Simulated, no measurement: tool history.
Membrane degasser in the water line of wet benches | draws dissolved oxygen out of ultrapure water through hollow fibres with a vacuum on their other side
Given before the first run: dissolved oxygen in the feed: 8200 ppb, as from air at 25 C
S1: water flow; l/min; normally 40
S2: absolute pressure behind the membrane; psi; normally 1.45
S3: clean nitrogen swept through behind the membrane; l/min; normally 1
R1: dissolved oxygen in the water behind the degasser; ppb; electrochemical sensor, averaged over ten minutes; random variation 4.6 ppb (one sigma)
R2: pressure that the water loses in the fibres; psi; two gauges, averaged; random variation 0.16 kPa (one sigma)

| run | hour | S1 | S2 | S3 | R1 | R2 |
|---|---|---|---|---|---|---|
| 1 | 0 | 40 | 1.45 | 1 | 702.1 | 3.891 |
| 2 | 52 | 40 | 2.81 | 1 | 1311.2 | 3.955 |
| 3 | 90.5 | 40 | 1.45 | 1.75 | 514 | 3.928 |
| 4 | 123.1 | 40 | 1.45 | 1.75 | 516.6 | 3.907 |
| 5 | 185.7 | 40 | 1.45 | 1.75 | 512.3 | 3.954 |
| 6 | 229.4 | 40 | 1.45 | 1.75 | 508.7 | 3.923 |
| 7 | 269.3 | 46 | 1.36 | 1.67 | 625.1 | 4.547 |
| 8 | 319.1 | 49 | 1.75 | 0.43 | 1610.5 | 4.808 |
| 9 | 392.9 | 49 | 1.75 | 0.43 | 1614.9 | 4.836 |
| 10 | 445.6 | 32 | 2.22 | 1 | 848.7 | 3.169 |
| 11 | 520.2 | 32 | 2.22 | 1 | 841.7 | 3.146 |

For each run, the measured value with the value that run would have given without the tool's hidden condition subtracted. The run-to-run variation is shared by both, the gauge scatter possibly not:
Hidden conditions of the tool in this case: membrane still open, %; true pressure behind the membrane over the reading, kPa; air that leaks in behind the membrane, l/min; drift of the gauge itself on oxygen_ppb, %; drift of the gauge itself on loss_of_pressure_kpa, %.
| run | R1 | R2 |
|---|---|---|
| 1 | +35.8 | +0.058 |
| 2 | +32.1 | +0.059 |
| 3 | +27.9 | +0.061 |
| 4 | +28.3 | +0.061 |
| 5 | +28.6 | +0.064 |
| 6 | +28.7 | +0.064 |
| 7 | +35.4 | +0.075 |
| 8 | +59.3 | +0.081 |
| 9 | +60.4 | +0.084 |
| 10 | +30.5 | +0.057 |
| 11 | +30.7 | +0.059 |

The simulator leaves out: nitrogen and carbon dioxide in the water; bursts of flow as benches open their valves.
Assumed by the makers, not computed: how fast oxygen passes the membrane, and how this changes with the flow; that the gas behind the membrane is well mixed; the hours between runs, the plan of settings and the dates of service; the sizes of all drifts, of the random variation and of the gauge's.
